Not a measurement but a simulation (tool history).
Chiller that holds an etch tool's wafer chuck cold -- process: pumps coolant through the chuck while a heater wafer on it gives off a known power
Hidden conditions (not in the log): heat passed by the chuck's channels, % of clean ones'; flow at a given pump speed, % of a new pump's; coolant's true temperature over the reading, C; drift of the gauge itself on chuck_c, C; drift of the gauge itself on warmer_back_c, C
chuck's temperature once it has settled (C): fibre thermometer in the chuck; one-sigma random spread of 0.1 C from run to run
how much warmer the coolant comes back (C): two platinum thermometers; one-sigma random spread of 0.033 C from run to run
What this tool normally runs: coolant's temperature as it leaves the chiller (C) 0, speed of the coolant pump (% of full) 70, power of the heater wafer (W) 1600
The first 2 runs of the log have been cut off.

run     day  coolant's temperature as it leaves the chiller (C)  speed of the coolant pump (% of full)  power of the heater wafer (W)  hours since the coolant was changed and the channels were flushed  hours since the pump was overhauled  hours since the chiller's thermometer was calibrated  chuck's temperature once it has settled (C)  how much warmer the coolant comes back (C)
  3   5.096                                                   0                                     74                           1600                                                               1450                                  513                                                  2639                                         17.0                                        4.34
  4   7.658                                                   0                                     70                           2249                                                               1512                                  575                                                  2701                                         25.2                                        6.42
  5   9.279                                                   0                                     70                           2249                                                               1551                                  614                                                  2740                                         25.1                                        6.40
  6  12.658                                                   0                                     70                           2249                                                               1632                                  695                                                  2821                                         25.3                                        6.43
  7  14.767                                                   0                                     70                           2249                                                               1682                                  746                                                  2871                                         25.1                                        6.46
  8  16.392                                                   0                                     70                           1600                                                               1721                                  785                                                  2910                                         17.9                                        4.62
  9  19.408                                                   5                                     70                           1600                                                               1794                                  857                                                  2983                                         23.0                                        4.72
 10  20.933                                                   5                                     70                           1600                                                               1830                                  894                                                  3019                                         22.9                                        4.62
 11  23.962                                                   7                                     70                           1600                                                               1903                                  966                                                  3092                                         24.9                                        4.62
 12  26.000                                                  -4                                     70                           1600                                                               1952                                 1015                                                  3141                                         14.0                                        4.66
     28.450  -- chiller's thermometer calibrated
 13  29.017                                                   0                                     70                           1600                                                               2023                                 1087                                                    14                                         18.0                                        4.71
 14  31.771                                                   0                                     70                           1600                                                               2089                                 1153                                                    80                                         17.8                                        4.63
 15  34.233                                                   0                                     65                           1600                                                               2148                                 1212                                                   139                                         19.2                                        5.07
 16  35.788                                                   3                                     70                           1600                                                               2186                                 1249                                                   176                                         21.0                                        4.69
 17  37.783                                                   3                                     70                           1600                                                               2234                                 1297                                                   224                                         20.8                                        4.71
 18  39.388                                                   3                                     70                           1600                                                               2272                                 1335                                                   262                                         20.8                                        4.70
 19  40.979                                                   9                                     80                           1600                                                               2310                                 1374                                                   301                                         24.7                                        4.09
 20  43.138                                                 -10                                     85                            897                                                               2362                                 1425                                                   352                                         -1.7                                        2.29
 21  45.408                                                  -3                                     94                            800                                                               2417                                 1480                                                   407                                          3.9                                        1.85
 22  46.925                                                 -10                                     91                           1491                                                               2453                                 1516                                                   443                                          3.4                                        3.40
 23  48.562                                                 -10                                     91                           1491                                                               2492                                 1556                                                   483                                          3.3                                        3.35
 24  52.171                                                   7                                     91                           1168                                                               2579                                 1642                                                   569                                         17.2                                        2.69
 25  55.104                                                   7                                     72                           1032                                                               2649                                 1713                                                   640                                         18.2                                        3.04

Forecast run 26:
 26  57.575                                                   7                                     72                           1032                                                               2709                                 1772                                                   699                                            ?                                           ?

Logged for run 26: chuck's temperature once it has settled (C) 18.1, how much warmer the coolant comes back (C) 3.06.
Had the tool carried no hidden state, the very same run would have given chuck's temperature once it has settled (C) 18.1, how much warmer the coolant comes back (C) 2.85.
